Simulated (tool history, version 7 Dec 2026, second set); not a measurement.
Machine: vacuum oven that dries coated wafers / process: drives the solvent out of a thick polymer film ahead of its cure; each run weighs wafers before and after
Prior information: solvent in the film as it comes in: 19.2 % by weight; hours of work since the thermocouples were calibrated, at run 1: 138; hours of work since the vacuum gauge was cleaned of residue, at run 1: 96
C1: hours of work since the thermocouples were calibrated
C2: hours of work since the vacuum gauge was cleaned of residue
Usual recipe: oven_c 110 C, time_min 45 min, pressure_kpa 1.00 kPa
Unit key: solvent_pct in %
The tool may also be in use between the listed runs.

{"run": 1, "day": 0.0, "oven_c": 110, "time_min": 45, "pressure_kpa": 1.0, "C1": 138, "C2": 96, "solvent_pct": 2.37}
{"run": 2, "day": 1.604, "oven_c": 110, "time_min": 45, "pressure_kpa": 1.04, "C1": 160, "C2": 119, "solvent_pct": 2.46}
{"run": 3, "day": 3.175, "oven_c": 110, "time_min": 45, "pressure_kpa": 1.0, "C1": 182, "C2": 141, "solvent_pct": 2.46}
{"run": 4, "day": 4.438, "oven_c": 110, "time_min": 45, "pressure_kpa": 1.0, "C1": 200, "C2": 158, "solvent_pct": 2.38}
{"run": 5, "day": 5.458, "oven_c": 110, "time_min": 45, "pressure_kpa": 1.0, "C1": 214, "C2": 173, "solvent_pct": 2.29}
{"run": 6, "day": 7.2, "oven_c": 96, "time_min": 45, "pressure_kpa": 1.0, "C1": 239, "C2": 197, "solvent_pct": 5.63}
{"run": 7, "day": 8.754, "oven_c": 96, "time_min": 45, "pressure_kpa": 1.0, "C1": 260, "C2": 219, "solvent_pct": 5.59}
{"run": 8, "day": 10.212, "oven_c": 110, "time_min": 31, "pressure_kpa": 1.0, "C1": 281, "C2": 239, "solvent_pct": 3.94}
{"run": 9, "day": 11.654, "oven_c": 110, "time_min": 45, "pressure_kpa": 1.0, "C1": 301, "C2": 259, "solvent_pct": 2.4}
{"run": 10, "day": 13.317, "oven_c": 110, "time_min": 45, "pressure_kpa": 1.0, "C1": 324, "C2": 282, "solvent_pct": 2.42}
{"run": 11, "day": 14.917, "oven_c": 110, "time_min": 45, "pressure_kpa": 1.0, "C1": 346, "C2": 305, "solvent_pct": 2.33}
{"run": 12, "day": 16.588, "oven_c": 110, "time_min": 45, "pressure_kpa": 1.0, "C1": 370, "C2": 328, "solvent_pct": 2.32}
{"run": 13, "day": 18.275, "oven_c": 110, "time_min": 45, "pressure_kpa": 2.81, "C1": 393, "C2": 351, "solvent_pct": 3.59}
{"run": 14, "day": 19.496, "oven_c": 110, "time_min": 45, "pressure_kpa": 2.81, "C1": 410, "C2": 368, "solvent_pct": 3.73}
{"run": 15, "day": 20.867, "oven_c": 110, "time_min": 45, "pressure_kpa": 1.0, "C1": 429, "C2": 388, "solvent_pct": 2.34}
{"run": 16, "day": 22.012, "oven_c": 110, "time_min": 45, "pressure_kpa": 1.0, "C1": 445, "C2": 404, "solvent_pct": 2.4}
{"run": 17, "day": 23.246, "oven_c": 110, "time_min": 45, "pressure_kpa": 1.0, "C1": 463, "C2": 421, "solvent_pct": 2.36}
{"run": 18, "day": 25.158, "oven_c": 110, "time_min": 69, "pressure_kpa": 1.0, "C1": 489, "C2": 447, "solvent_pct": 1.18}
{"run": 19, "day": 26.817, "oven_c": 110, "time_min": 45, "pressure_kpa": 2.86, "C1": 512, "C2": 471, "solvent_pct": 3.72}
{"run": 20, "day": 27.975, "oven_c": 113, "time_min": 67, "pressure_kpa": 2.86, "C1": 529, "C2": 487, "solvent_pct": 2.32}
{"run": 21, "day": 29.704, "oven_c": 105, "time_min": 34, "pressure_kpa": 2.34, "C1": 553, "C2": 511, "solvent_pct": 5.72}
{"run": 22, "day": 31.546, "oven_c": 110, "time_min": 80, "pressure_kpa": 1.0, "C1": 578, "C2": 537, "solvent_pct": 1.01}
{"run": 23, "day": 32.396, "oven_c": 110, "time_min": 80, "pressure_kpa": 2.02, "C1": 590, "C2": 549, "solvent_pct": 1.8}
{"run": 24, "day": 33.929, "oven_c": 110, "time_min": 80, "pressure_kpa": 2.02, "C1": 612, "C2": 570, "solvent_pct": 1.86}
{"run": 25, "day": 35.608, "oven_c": 110, "time_min": 23, "pressure_kpa": 0.75, "C1": 635, "C2": 593, "solvent_pct": 5.46}
{"run": 26, "day": 37.0, "oven_c": 119, "time_min": 45, "pressure_kpa": 1.0, "C1": 655, "C2": 613, "solvent_pct": 1.28}
{"run": 27, "day": 38.883, "oven_c": 119, "time_min": 45, "pressure_kpa": 1.0, "C1": 681, "C2": 639, "solvent_pct": 1.17}
{"run": 28, "day": 40.821, "oven_c": 111, "time_min": 35, "pressure_kpa": 1.0, "C1": 708, "C2": 666, "solvent_pct": 3.27}
{"run": 29, "day": 42.279, "oven_c": 110, "time_min": 27, "pressure_kpa": 0.56, "C1": 728, "C2": 687, "solvent_pct": 4.46}
{"run": 30, "day": 43.967, "oven_c": 110, "time_min": 27, "pressure_kpa": 0.56, "C1": 752, "C2": 710, "solvent_pct": 4.38}
{"run": 31, "day": 45.692, "oven_c": 110, "time_min": 32, "pressure_kpa": 0.56, "C1": 776, "C2": 734, "solvent_pct": 3.55}
{"run": 32, "day": 46.846, "oven_c": 120, "time_min": 22, "pressure_kpa": 0.98, "C1": 792, "C2": 750, "solvent_pct": 3.57}
{"run": 33, "day": 48.029, "oven_c": 120, "time_min": 22, "pressure_kpa": 1.46, "C1": 808, "C2": 767, "solvent_pct": 3.75}
{"run": 34, "day": 49.733, "oven_c": 120, "time_min": 22, "pressure_kpa": 1.46, "C1": 832, "C2": 791, "solvent_pct": 3.75}
{"run": 35, "day": 51.521, "oven_c": 120, "time_min": 22, "pressure_kpa": 1.46, "C1": 857, "C2": 815, "solvent_pct": 3.7}
{"run": 36, "day": 53.046, "oven_c": 102, "time_min": 78, "pressure_kpa": 1.46, "C1": 879, "C2": 837, "solvent_pct": 2.45}
{"run": 37, "day": 54.404, "oven_c": 110, "time_min": 34, "pressure_kpa": 0.84, "C1": 898, "C2": 856, "solvent_pct": 3.46}
{"run": 38, "day": 56.15, "oven_c": 110, "time_min": 34, "pressure_kpa": 0.84, "C1": 922, "C2": 880, "solvent_pct": 3.55}

Forecast each of these 5 alternatives for the next run:
{"run": "A", "day": 57.158, "oven_c": 108, "time_min": 72, "pressure_kpa": 3.13, "C1": 936, "C2": 894, "solvent_pct": "?"}
{"run": "B", "day": 57.158, "oven_c": 122, "time_min": 34, "pressure_kpa": 1.66, "C1": 936, "C2": 894, "solvent_pct": "?"}
{"run": "C", "day": 57.158, "oven_c": 115, "time_min": 45, "pressure_kpa": 1.0, "C1": 936, "C2": 894, "solvent_pct": "?"}
{"run": "D", "day": 57.158, "oven_c": 120, "time_min": 26, "pressure_kpa": 2.84, "C1": 936, "C2": 894, "solvent_pct": "?"}
{"run": "E", "day": 57.158, "oven_c": 124, "time_min": 62, "pressure_kpa": 1.33, "C1": 936, "C2": 894, "solvent_pct": "?"}

run=A solvent_pct=3.19
run=B solvent_pct=1.85
run=C solvent_pct=1.58
run=D solvent_pct=3.69
run=E solvent_pct=0.70
With no hidden state in the tool, these same runs would have given:
run=A solvent_pct=3.16
run=B solvent_pct=1.84
run=C solvent_pct=1.56
run=D solvent_pct=3.66
run=E solvent_pct=0.69
